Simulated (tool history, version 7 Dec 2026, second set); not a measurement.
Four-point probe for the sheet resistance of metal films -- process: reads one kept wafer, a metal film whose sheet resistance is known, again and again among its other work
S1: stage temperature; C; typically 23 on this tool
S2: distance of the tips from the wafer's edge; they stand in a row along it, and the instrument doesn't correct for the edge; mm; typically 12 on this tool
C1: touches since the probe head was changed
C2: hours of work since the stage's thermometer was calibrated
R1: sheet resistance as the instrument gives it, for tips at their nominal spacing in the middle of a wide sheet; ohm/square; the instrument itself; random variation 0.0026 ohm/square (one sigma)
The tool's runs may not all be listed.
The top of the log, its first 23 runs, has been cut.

run 24 day=30.088 | S1=23 S2=12 | C1=59363 C2=88 | R1=13.006207
run 25 day=31.658 | S1=23 S2=4 | C1=61303 C2=119 | R1=13.166408
run 26 day=32.758 | S1=25 S2=37 | C1=62664 C2=140 | R1=12.973257
run 27 day=33.675 | S1=25 S2=37 | C1=63793 C2=157 | R1=12.974399
run 28 day=34.646 | S1=33 S2=16 | C1=64991 C2=176 | R1=12.889805
run 29 day=36.342 | S1=23 S2=6 | C1=67088 C2=208 | R1=13.073422
run 30 day=37.938 | S1=24 S2=36 | C1=69058 C2=239 | R1=12.986896
run 31 day=39.288 | S1=24 S2=36 | C1=70726 C2=265 | R1=12.988823
run 32 day=40.779 | S1=23 S2=15 | C1=72567 C2=294 | R1=13.017268
run 33 day=41.896 | S1=23 S2=15 | C1=73949 C2=315 | R1=13.015818
run 34 day=43.646 | S1=34 S2=46 | C1=76109 C2=349 | R1=12.872915
run 35 day=45.308 | S1=34 S2=46 | C1=78163 C2=380 | R1=12.884665
run 36 day=46.812 | S1=34 S2=10 | C1=80018 C2=409 | R1=12.905182
run 37 day=48.483 | S1=19 S2=10 | C1=82082 C2=441 | R1=13.090812
run 38 day=49.458 | S1=31 S2=37 | C1=83289 C2=460 | R1=12.916488
run 39 day=50.975 | S1=24 S2=12 | C1=85160 C2=489 | R1=13.023497
run 40 day=52.679 | S1=24 S2=12 | C1=87264 C2=522 | R1=13.020824
run 41 day=54.221 | S1=24 S2=12 | C1=89172 C2=552 | R1=13.024702
run 42 day=55.979 | S1=24 S2=12 | C1=91344 C2=585 | R1=13.025684
run 43 day=57.45 | S1=30 S2=10 | C1=93161 C2=613 | R1=12.968355
run 44 day=59.246 | S1=30 S2=10 | C1=95374 C2=648 | R1=12.967825
run 45 day=61.017 | S1=30 S2=10 | C1=97561 C2=682 | R1=12.972129
run 46 day=62.596 | S1=30 S2=10 | C1=99513 C2=712 | R1=12.974066

Consider 3 possible next runs. They are alternatives, not a sequence: every one starts from the tool as it was left by run 46. What does each give?
run A day=63.692 | S1=22 S2=31 | C1=100869 C2=733 | R1=?
run B day=63.692 | S1=34 S2=37 | C1=100869 C2=733 | R1=?
run C day=63.692 | S1=20 S2=49 | C1=100869 C2=733 | R1=?

run=A R1=13.040261
run=B R1=12.902013
run=C R1=13.063926
With the hidden condition removed and each run's random variation left untouched, the same runs would have given:
run=A R1=12.914538
run=B R1=12.777923
run=C R1=12.93792

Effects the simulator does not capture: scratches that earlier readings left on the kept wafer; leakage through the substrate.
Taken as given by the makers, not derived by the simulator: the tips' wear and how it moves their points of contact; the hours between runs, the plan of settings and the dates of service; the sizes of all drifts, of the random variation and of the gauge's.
